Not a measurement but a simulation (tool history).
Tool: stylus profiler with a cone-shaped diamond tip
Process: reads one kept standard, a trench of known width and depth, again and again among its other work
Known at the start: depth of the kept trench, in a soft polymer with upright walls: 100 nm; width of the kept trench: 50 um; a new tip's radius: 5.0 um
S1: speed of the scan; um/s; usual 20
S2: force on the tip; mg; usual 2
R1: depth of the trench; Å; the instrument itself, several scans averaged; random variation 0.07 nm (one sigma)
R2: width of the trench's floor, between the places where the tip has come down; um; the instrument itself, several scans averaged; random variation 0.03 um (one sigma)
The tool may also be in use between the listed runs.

run 1 day=0 | S1=20 S2=2 | R1=1006.6 R2=47.71
run 2 day=0.429 | S1=20 S2=5.53 | R1=1011 R2=47.78
run 3 day=1.125 | S1=20 S2=5.53 | R1=1011.1 R2=47.81
run 4 day=1.683 | S1=20 S2=5.53 | R1=1012 R2=47.66
run 5 day=2.067 | S1=20 S2=5.53 | R1=1012.6 R2=47.72
run 6 day=2.588 | S1=20 S2=4.14 | R1=1009.5 R2=47.69
run 7 day=3.083 | S1=20 S2=4.14 | R1=1009.3 R2=47.77
run 8 day=3.512 | S1=20 S2=4.14 | R1=1011.1 R2=47.76
run 9 day=4.125 | S1=52 S2=4.14 | R1=1011.8 R2=47.64
run 10 day=4.633 | S1=52 S2=4.14 | R1=1009.2 R2=47.72
run 11 day=5.254 | S1=52 S2=4.14 | R1=1009.7 R2=47.64
run 12 day=5.704 | S1=13 S2=2 | R1=1008.2 R2=47.74
run 13 day=6.262 | S1=20 S2=2 | R1=1008.1 R2=47.66
run 14 day=6.829 | S1=20 S2=2 | R1=1006.5 R2=47.71
run 15 day=7.192 | S1=20 S2=2 | R1=1007.6 R2=47.65
run 16 day=7.629 | S1=24 S2=3.83 | R1=1011.1 R2=47.73
run 17 day=8.288 | S1=11 S2=0.94 | R1=1006.7 R2=47.67
run 18 day=8.983 | S1=11 S2=0.94 | R1=1005.2 R2=47.73
run 19 day=9.446 | S1=11 S2=0.94 | R1=1005.4 R2=47.67
run 20 day=9.767 | S1=11 S2=0.94 | R1=1004.6 R2=47.63
run 21 day=10.238 | S1=11 S2=0.89 | R1=1004.9 R2=47.66
run 22 day=10.575 | S1=11 S2=0.89 | R1=1006.1 R2=47.69

The next listed run, before its measurement:
run 23 day=11.267 | S1=11 S2=0.89 | R1=? R2=?

R1: 1005.7 Å
R2: 47.64 um
Without the tool's hidden state the same run would have given R1 1002.8 Å, R2 47.95 um.
